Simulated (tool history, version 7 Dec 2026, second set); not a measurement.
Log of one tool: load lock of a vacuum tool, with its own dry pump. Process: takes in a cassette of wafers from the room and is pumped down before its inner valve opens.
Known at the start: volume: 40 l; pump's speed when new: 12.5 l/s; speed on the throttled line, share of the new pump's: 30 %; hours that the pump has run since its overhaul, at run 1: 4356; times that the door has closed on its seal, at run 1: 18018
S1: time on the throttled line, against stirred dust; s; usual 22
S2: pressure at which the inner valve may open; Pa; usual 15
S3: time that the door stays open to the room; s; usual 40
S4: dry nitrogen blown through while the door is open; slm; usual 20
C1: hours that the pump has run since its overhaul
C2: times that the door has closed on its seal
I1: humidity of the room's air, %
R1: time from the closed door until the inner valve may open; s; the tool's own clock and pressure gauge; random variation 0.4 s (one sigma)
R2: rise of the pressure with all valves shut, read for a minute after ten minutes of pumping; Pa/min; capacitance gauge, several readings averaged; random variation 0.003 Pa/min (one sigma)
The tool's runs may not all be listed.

run 1 hour=0.0 | S1=22 S2=15 S3=40 S4=20 | C1=4356 C2=18018 | I1=46.4 | R1=45.7 R2=0.055
run 2 hour=332.1 | S1=22 S2=15 S3=40 S4=20 | C1=4689 C2=19610 | I1=45.6 | R1=45.7 R2=0.056
run 3 hour=548.2 | S1=22 S2=15 S3=40 S4=20 | C1=4905 C2=20646 | I1=42.6 | R1=45.8 R2=0.061
run 4 hour=780.9 | S1=22 S2=15 S3=40 S4=20 | C1=5137 C2=21761 | I1=44.8 | R1=45.2 R2=0.074
run 5 hour=983.1 | S1=22 S2=15 S3=40 S4=20 | C1=5339 C2=22730 | I1=43.3 | R1=45.4 R2=0.068
run 6 hour=1246.0 | S1=22 S2=15 S3=40 S4=20 | C1=5602 C2=23991 | I1=44.1 | R1=45.9 R2=0.068
run 7 hour=1431.6 | S1=22 S2=15 S3=40 S4=20 | C1=5788 C2=24880 | I1=43.2 | R1=45.5 R2=0.073
run 8 hour=1668.8 | S1=22 S2=15 S3=40 S4=20 | C1=6025 C2=26017 | I1=43.8 | R1=45.9 R2=0.079
run 9 hour=1898.2 | S1=22 S2=15 S3=40 S4=20 | C1=6255 C2=27117 | I1=43.6 | R1=45.9 R2=0.084
run 10 hour=2089.2 | S1=22 S2=15 S3=40 S4=20 | C1=6446 C2=28032 | I1=42.9 | R1=45.9 R2=0.090
run 11 hour=2442.9 | S1=22 S2=12 S3=40 S4=20 | C1=6799 C2=29728 | I1=41.3 | R1=46.8 R2=0.094
run 12 hour=2598.8 | S1=22 S2=12 S3=40 S4=20 | C1=6955 C2=30475 | I1=45.5 | R1=47.7 R2=0.102
run 13 hour=2785.4 | S1=22 S2=12 S3=40 S4=20 | C1=7142 C2=31369 | I1=49.0 | R1=46.3 R2=0.102
run 14 hour=3056.5 | S1=22 S2=12 S3=40 S4=20 | C1=7413 C2=32669 | I1=42.8 | R1=46.9 R2=0.111
run 15 hour=3333.9 | S1=22 S2=12 S3=40 S4=20 | C1=7690 C2=33999 | I1=45.2 | R1=46.7 R2=0.115
run 16 hour=3663.0 | S1=22 S2=15 S3=81 S4=20 | C1=8019 C2=35576 | I1=43.6 | R1=46.2 R2=0.129
run 17 hour=3845.2 | S1=22 S2=15 S3=81 S4=20 | C1=8202 C2=36449 | I1=42.8 | R1=45.9 R2=0.135
run 18 hour=4202.8 | S1=22 S2=15 S3=40 S4=20 | C1=8559 C2=38163 | I1=45.3 | R1=46.2 R2=0.133
run 19 hour=4388.3 | S1=22 S2=15 S3=40 S4=20 | C1=8745 C2=39052 | I1=43.7 | R1=46.4 R2=0.142
-- hour=4621.9 door's seal changed, seat wiped
run 20 hour=4645.8 | S1=13 S2=20 S3=40 S4=20 | C1=9001 C2=115 | I1=46.2 | R1=39.0 R2=0.019
run 21 hour=4837.9 | S1=22 S2=15 S3=25 S4=9 | C1=9193 C2=1035 | I1=47.3 | R1=46.7 R2=0.017
run 22 hour=5027.5 | S1=22 S2=24 S3=31 S4=20 | C1=9382 C2=1944 | I1=47.0 | R1=44.9 R2=0.011
run 23 hour=5205.9 | S1=43 S2=19 S3=30 S4=20 | C1=9561 C2=2799 | I1=46.1 | R1=60.5 R2=0.019
run 24 hour=5383.0 | S1=43 S2=19 S3=30 S4=28 | C1=9738 C2=3649 | I1=48.9 | R1=59.7 R2=0.010
run 25 hour=5577.7 | S1=43 S2=19 S3=30 S4=28 | C1=9933 C2=4582 | I1=43.7 | R1=59.6 R2=0.018
run 26 hour=5849.3 | S1=43 S2=12 S3=30 S4=40 | C1=10204 C2=5883 | I1=44.6 | R1=62.9 R2=0.017
run 27 hour=6195.5 | S1=43 S2=26 S3=30 S4=20 | C1=10550 C2=7543 | I1=47.0 | R1=58.9 R2=0.024
run 28 hour=6450.8 | S1=43 S2=21 S3=30 S4=20 | C1=10806 C2=8767 | I1=45.9 | R1=59.0 R2=0.029
run 29 hour=6802.5 | S1=43 S2=21 S3=30 S4=20 | C1=11157 C2=10453 | I1=46.3 | R1=58.4 R2=0.027
run 30 hour=7158.8 | S1=15 S2=21 S3=40 S4=20 | C1=11514 C2=12160 | I1=45.5 | R1=41.8 R2=0.036
run 31 hour=7315.3 | S1=22 S2=11 S3=27 S4=39 | C1=11670 C2=12911 | I1=46.5 | R1=48.6 R2=0.027
run 32 hour=7498.0 | S1=22 S2=14 S3=64 S4=20 | C1=11853 C2=13786 | I1=44.8 | R1=47.5 R2=0.050
run 33 hour=7702.4 | S1=22 S2=14 S3=64 S4=20 | C1=12057 C2=14766 | I1=47.3 | R1=47.8 R2=0.046
run 34 hour=7951.2 | S1=22 S2=14 S3=64 S4=20 | C1=12306 C2=15959 | I1=48.3 | R1=48.0 R2=0.053
run 35 hour=8200.8 | S1=38 S2=15 S3=161 S4=35 | C1=12556 C2=17155 | I1=40.6 | R1=58.3 R2=0.054
run 36 hour=8522.3 | S1=38 S2=15 S3=161 S4=35 | C1=12877 C2=18696 | I1=44.1 | R1=58.8 R2=0.070

Forecast each of these 3 alternatives for the next run:
run A hour=8876.6 | S1=38 S2=15 S3=159 S4=35 | C1=13232 C2=20395 | I1=45.6 | R1=? R2=?
run B hour=8876.6 | S1=22 S2=15 S3=35 S4=10 | C1=13232 C2=20395 | I1=48.0 | R1=? R2=?
run C hour=8876.6 | S1=22 S2=17 S3=131 S4=35 | C1=13232 C2=20395 | I1=45.4 | R1=? R2=?

run=A R1=58.3 R2=0.069
run=B R1=47.3 R2=0.065
run=C R1=46.8 R2=0.067
Without the tool's hidden state the same runs would have given:
run=A R1=55.2 R2=0.025
run=B R1=43.5 R2=0.021
run=C R1=43.1 R2=0.022
